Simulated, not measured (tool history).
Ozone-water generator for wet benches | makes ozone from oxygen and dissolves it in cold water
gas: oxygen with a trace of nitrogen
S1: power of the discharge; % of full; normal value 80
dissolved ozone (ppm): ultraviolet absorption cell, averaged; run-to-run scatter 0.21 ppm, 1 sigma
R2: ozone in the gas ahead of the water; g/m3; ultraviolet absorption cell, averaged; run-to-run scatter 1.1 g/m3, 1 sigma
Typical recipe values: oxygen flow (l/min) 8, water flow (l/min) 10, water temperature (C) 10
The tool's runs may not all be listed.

{"run": 1, "hour": 0.0, "S1": 80, "oxygen flow (l/min)": 8, "water flow (l/min)": 10, "water temperature (C)": 10, "dissolved ozone (ppm)": 30.9, "R2": 207.6}
{"run": 2, "hour": 87.2, "S1": 80, "oxygen flow (l/min)": 8, "water flow (l/min)": 10, "water temperature (C)": 6, "dissolved ozone (ppm)": 34.1, "R2": 207.1}
{"run": 3, "hour": 139.2, "S1": 80, "oxygen flow (l/min)": 8, "water flow (l/min)": 10, "water temperature (C)": 6, "dissolved ozone (ppm)": 33.6, "R2": 205.1}
{"run": 4, "hour": 208.5, "S1": 80, "oxygen flow (l/min)": 8, "water flow (l/min)": 10, "water temperature (C)": 6, "dissolved ozone (ppm)": 33.9, "R2": 205.4}
{"run": 5, "hour": 256.9, "S1": 80, "oxygen flow (l/min)": 8, "water flow (l/min)": 10, "water temperature (C)": 6, "dissolved ozone (ppm)": 33.9, "R2": 206.1}
{"run": 6, "hour": 326.1, "S1": 80, "oxygen flow (l/min)": 8, "water flow (l/min)": 10, "water temperature (C)": 14, "dissolved ozone (ppm)": 28.8, "R2": 203.4}
{"run": 7, "hour": 365.9, "S1": 80, "oxygen flow (l/min)": 8, "water flow (l/min)": 10, "water temperature (C)": 14, "dissolved ozone (ppm)": 28.3, "R2": 205.3}
{"run": 8, "hour": 420.5, "S1": 80, "oxygen flow (l/min)": 8, "water flow (l/min)": 10, "water temperature (C)": 14, "dissolved ozone (ppm)": 28.6, "R2": 205.4}
{"run": 9, "hour": 495.8, "S1": 80, "oxygen flow (l/min)": 8, "water flow (l/min)": 10, "water temperature (C)": 14, "dissolved ozone (ppm)": 28.3, "R2": 205.2}

Expected results for the next run?
{"run": 10, "hour": 575.9, "S1": 80, "oxygen flow (l/min)": 8, "water flow (l/min)": 10, "water temperature (C)": 14, "dissolved ozone (ppm)": "?", "R2": "?"}

Run 10 came out at dissolved ozone (ppm) 28.4, R2 205.2 g/m3.
Had the tool carried no hidden state, the very same run would have given dissolved ozone (ppm) 28.5, R2 207.3 g/m3.
